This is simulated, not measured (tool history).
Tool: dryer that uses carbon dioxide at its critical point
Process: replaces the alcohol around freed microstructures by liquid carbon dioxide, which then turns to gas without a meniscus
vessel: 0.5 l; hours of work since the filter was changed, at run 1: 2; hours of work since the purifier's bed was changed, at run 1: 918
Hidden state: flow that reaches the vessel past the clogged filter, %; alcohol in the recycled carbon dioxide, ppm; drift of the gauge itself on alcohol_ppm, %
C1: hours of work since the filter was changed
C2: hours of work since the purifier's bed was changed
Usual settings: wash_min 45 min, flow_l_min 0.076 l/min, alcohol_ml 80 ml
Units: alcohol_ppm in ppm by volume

{"run": 1, "hour": 0.0, "wash_min": 45, "flow_l_min": 0.076, "alcohol_ml": 80, "C1": 2, "C2": 918, "alcohol_ppm": 814}
{"run": 2, "hour": 48.6, "wash_min": 45, "flow_l_min": 0.076, "alcohol_ml": 80, "C1": 21, "C2": 937, "alcohol_ppm": 802}
{"run": 3, "hour": 84.2, "wash_min": 45, "flow_l_min": 0.076, "alcohol_ml": 80, "C1": 35, "C2": 951, "alcohol_ppm": 844}
{"run": 4, "hour": 147.1, "wash_min": 45, "flow_l_min": 0.076, "alcohol_ml": 80, "C1": 60, "C2": 975, "alcohol_ppm": 839}
{"run": 5, "hour": 187.8, "wash_min": 45, "flow_l_min": 0.076, "alcohol_ml": 80, "C1": 76, "C2": 991, "alcohol_ppm": 849}
{"run": 6, "hour": 213.8, "wash_min": 45, "flow_l_min": 0.076, "alcohol_ml": 68, "C1": 86, "C2": 1002, "alcohol_ppm": 749}
{"run": 7, "hour": 275.0, "wash_min": 45, "flow_l_min": 0.0787, "alcohol_ml": 80, "C1": 110, "C2": 1026, "alcohol_ppm": 763}
{"run": 8, "hour": 336.4, "wash_min": 45, "flow_l_min": 0.0787, "alcohol_ml": 80, "C1": 134, "C2": 1050, "alcohol_ppm": 765}
{"run": 9, "hour": 384.0, "wash_min": 71, "flow_l_min": 0.0749, "alcohol_ml": 61, "C1": 153, "C2": 1068, "alcohol_ppm": 270}

The next listed run, before its measurement:
{"run": 10, "hour": 416.3, "wash_min": 42, "flow_l_min": 0.1126, "alcohol_ml": 45, "C1": 166, "C2": 1081, "alcohol_ppm": "?"}

Run 10 gave alcohol_ppm 282 ppm by volume.
Without the tool's hidden state the same run would have given alcohol_ppm 34 ppm by volume.
